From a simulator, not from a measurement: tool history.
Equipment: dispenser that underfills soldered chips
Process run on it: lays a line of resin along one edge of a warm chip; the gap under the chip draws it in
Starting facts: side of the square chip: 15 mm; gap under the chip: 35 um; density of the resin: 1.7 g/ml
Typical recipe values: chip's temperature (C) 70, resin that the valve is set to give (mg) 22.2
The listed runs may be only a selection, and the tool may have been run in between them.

| run | hour | chip's temperature (C) | resin that the valve is set to give (mg) | time until the resin shows at the far edge (s) | resin that the valve gave (mg) |
|---|---|---|---|---|---|
| 1 | 0 | 70 | 22.2 | 169.1 | 22.07 |
| 2 | 3 | 70 | 26.1 | 123.5 | 25.9 |
| 3 | 5.4 | 70 | 26.1 | 135.8 | 25.94 |
| 4 | 8.2 | 70 | 26.3 | 153.8 | 26.06 |
| 5 | 10.8 | 70 | 26.3 | 168.8 | 26.01 |
| 6 | 13.7 | 70 | 27 | 125.8 | 26.57 |
| 7 | 16.8 | 64 | 22.2 | 168.2 | 21.9 |
| 8 | 20.4 | 70 | 22.2 | 157.8 | 21.77 |
| 9 | 23.1 | 70 | 22.2 | 183.2 | 21.77 |
| 10 | 27.7 | 70 | 21.3 | 146.4 | 20.92 |
| 11 | 30.7 | 83 | 22.2 | 110.2 | 21.87 |
| 12 | 32.9 | 83 | 22.2 | 115.3 | 21.74 |
| 13 | 38.4 | 70 | 20.3 | 139.3 | 20.44 |
| 14 | 42.6 | 70 | 20.3 | 164 | 20.49 |
| 15 | 46.3 | 71 | 22.2 | 121.6 | 22.1 |
| 16 | 49.2 | 71 | 22.2 | 136.2 | 22.22 |
| 17 | 51.8 | 59 | 22.2 | 221.6 | 22.09 |
| 18 | 54.8 | 59 | 22.2 | 254 | 22.12 |
| 19 | 57.4 | 59 | 22.2 | 183.2 | 22.03 |
| 20 | 60.6 | 61 | 21.5 | 196.1 | 21.34 |
| 21 | 63.1 | 64 | 24.3 | 196.2 | 24.27 |
| 22 | 67.6 | 59 | 22.2 | 181.6 | 21.93 |
| 23 | 71.1 | 59 | 22.2 | 208 | 22.01 |
| 24 | 75.1 | 59 | 22.2 | 247.4 | 21.86 |
| 25 | 78.2 | 59 | 28.7 | 177.4 | 28.14 |
| 26 | 80.3 | 65 | 19 | 166.4 | 18.7 |
| 27 | 83.7 | 84 | 20.6 | 100.4 | 20.42 |
| 28 | 86.7 | 77 | 22.5 | 142.1 | 22.24 |
| 29 | 89.9 | 56 | 27.7 | 203.3 | 27.3 |
| 30 | 93.8 | 70 | 26.8 | 148.9 | 26.18 |
| 31 | 97.6 | 71 | 27.5 | 161.6 | 27.64 |
| 32 | 102.2 | 60 | 26.2 | 189.1 | 26.22 |
| 33 | 106.6 | 78 | 19.4 | 126.8 | 19.42 |
| 34 | 109.3 | 78 | 19.4 | 145.5 | 19.36 |
| 35 | 113.6 | 64 | 19.2 | 177.2 | 19.09 |
| 36 | 115.9 | 64 | 19.2 | 190.7 | 19.23 |

Removed from this log: 13 entries logged between the listed runs. Between which two listed runs does each belong, and how does the tool's hidden state at the listed run before it compare with that at the listed run after it?
Between runs 1 and 2: new syringe of resin (hour 2.8)
  resin's viscosity, % of fresh resin's: 133.8 -> 101.4; dose that the valve gives, % of what is set: 98.97 -> 98.87; true chip temperature over the reading, C: 0.25 -> 0.26
  measured value less the no-hidden-state value, time until the resin shows at the far edge (s): +41.8 -> +0.7; resin that the valve gave (mg): -0.23 -> -0.3
Between runs 5 and 6: new syringe of resin (hour 13.5)
  resin's viscosity, % of fresh resin's: 137.6 -> 100.6; dose that the valve gives, % of what is set: 98.56 -> 98.44; true chip temperature over the reading, C: 0.29 -> 0.3
  measured value less the no-hidden-state value, time until the resin shows at the far edge (s): +45 -> -0.4; resin that the valve gave (mg): -0.38 -> -0.42
Between runs 9 and 10: new syringe of resin (hour 24)
  resin's viscosity, % of fresh resin's: 145.7 -> 116.5; dose that the valve gives, % of what is set: 98.08 -> 97.9; true chip temperature over the reading, C: 0.34 -> 0.36
  measured value less the no-hidden-state value, time until the resin shows at the far edge (s): +56.3 -> +19.6; resin that the valve gave (mg): -0.42 -> -0.45
Between runs 12 and 13: new syringe of resin (hour 34.4); dispensing valve cleaned and set on the balance (hour 36)
  resin's viscosity, % of fresh resin's: 142.7 -> 112.5; dose that the valve gives, % of what is set: 97.68 -> 100.2; true chip temperature over the reading, C: 0.38 -> 0.4
  measured value less the no-hidden-state value, time until the resin shows at the far edge (s): +33.8 -> +13.9; resin that the valve gave (mg): -0.52 -> +0.04
Between runs 14 and 15: new syringe of resin (hour 46)
  resin's viscosity, % of fresh resin's: 132.3 -> 101.9; dose that the valve gives, % of what is set: 100.02 -> 99.88; true chip temperature over the reading, C: 0.42 -> 0.43
  measured value less the no-hidden-state value, time until the resin shows at the far edge (s): +38.4 -> +0.7; resin that the valve gave (mg): +0 -> -0.03
Between runs 18 and 19: new syringe of resin (hour 56.5)
  resin's viscosity, % of fresh resin's: 142 -> 104.1; dose that the valve gives, % of what is set: 99.55 -> 99.45; true chip temperature over the reading, C: 0.47 -> 0.48
  measured value less the no-hidden-state value, time until the resin shows at the far edge (s): +72.3 -> +4.4; resin that the valve gave (mg): -0.1 -> -0.12
Between runs 21 and 22: new syringe of resin (hour 67.1)
  resin's viscosity, % of fresh resin's: 130.3 -> 102.8; dose that the valve gives, % of what is set: 99.21 -> 99.03; true chip temperature over the reading, C: 0.5 -> 0.52
  measured value less the no-hidden-state value, time until the resin shows at the far edge (s): +43.2 -> +2; resin that the valve gave (mg): -0.19 -> -0.21
Between runs 24 and 25: new syringe of resin (hour 77.7)
  resin's viscosity, % of fresh resin's: 137.6 -> 101.9; dose that the valve gives, % of what is set: 98.73 -> 98.61; true chip temperature over the reading, C: 0.55 -> 0.56
  measured value less the no-hidden-state value, time until the resin shows at the far edge (s): +64.5 -> +0.1; resin that the valve gave (mg): -0.28 -> -0.4
Between runs 28 and 29: new syringe of resin (hour 88.1)
  resin's viscosity, % of fresh resin's: 142 -> 106.3; dose that the valve gives, % of what is set: 98.27 -> 98.15; true chip temperature over the reading, C: 0.59 -> 0.61
  measured value less the no-hidden-state value, time until the resin shows at the far edge (s): +40.3 -> +8.1; resin that the valve gave (mg): -0.39 -> -0.51
Between runs 30 and 31: dispensing valve cleaned and set on the balance (hour 97.3)
  resin's viscosity, % of fresh resin's: 123.8 -> 138.3; dose that the valve gives, % of what is set: 98 -> 99.94; true chip temperature over the reading, C: 0.62 -> 0.64
  measured value less the no-hidden-state value, time until the resin shows at the far edge (s): +26.2 -> +42.4; resin that the valve gave (mg): -0.53 -> -0.02
Between runs 31 and 32: new syringe of resin (hour 99.6)
  resin's viscosity, % of fresh resin's: 138.3 -> 112.2; dose that the valve gives, % of what is set: 99.94 -> 99.78; true chip temperature over the reading, C: 0.64 -> 0.65
  measured value less the no-hidden-state value, time until the resin shows at the far edge (s): +42.4 -> +16.8; resin that the valve gave (mg): -0.02 -> -0.06
Between runs 34 and 35: new syringe of resin (hour 110)
  resin's viscosity, % of fresh resin's: 148.3 -> 115.1; dose that the valve gives, % of what is set: 99.49 -> 99.33; true chip temperature over the reading, C: 0.68 -> 0.69
  measured value less the no-hidden-state value, time until the resin shows at the far edge (s): +45.5 -> +19.8; resin that the valve gave (mg): -0.1 -> -0.13
